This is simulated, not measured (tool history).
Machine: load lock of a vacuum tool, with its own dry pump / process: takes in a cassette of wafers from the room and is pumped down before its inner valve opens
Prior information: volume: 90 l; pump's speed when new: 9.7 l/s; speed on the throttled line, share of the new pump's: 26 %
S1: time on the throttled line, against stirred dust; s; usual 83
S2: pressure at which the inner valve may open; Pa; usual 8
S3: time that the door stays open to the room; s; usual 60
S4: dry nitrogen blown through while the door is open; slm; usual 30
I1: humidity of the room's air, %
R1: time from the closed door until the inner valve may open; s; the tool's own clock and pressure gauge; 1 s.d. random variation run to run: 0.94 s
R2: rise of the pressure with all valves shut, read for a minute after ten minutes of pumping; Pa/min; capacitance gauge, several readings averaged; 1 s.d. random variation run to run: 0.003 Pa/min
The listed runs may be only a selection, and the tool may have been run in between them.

run,hour,S1,S2,S3,S4,I1,R1,R2
1,0,83,8,60,30,44.8,150.8,0.024
2,50.4,83,8,60,30,46.6,148.4,0.03
3,101.6,83,8,60,30,42.6,150.7,0.029
4,164.2,83,9,60,30,44.3,148.2,0.028
5,261.5,83,8,60,30,46.4,150.1,0.033
6,360.6,83,8,60,30,43.6,149.2,0.027
7,413,83,8,60,8,43.1,149.9,0.046
8,467.2,53,8,60,38,45,127.4,0.025

Run 9, settings as shown, results not yet in. Your forecast:
9,542.8,53,13,108,38,47.6,?,?

Run 9 measured R1 122.9 s, R2 0.037 Pa/min.
On a tool with no hidden condition, and with the same random variation, this run would have come out at R1 122.9 s, R2 0.037 Pa/min.
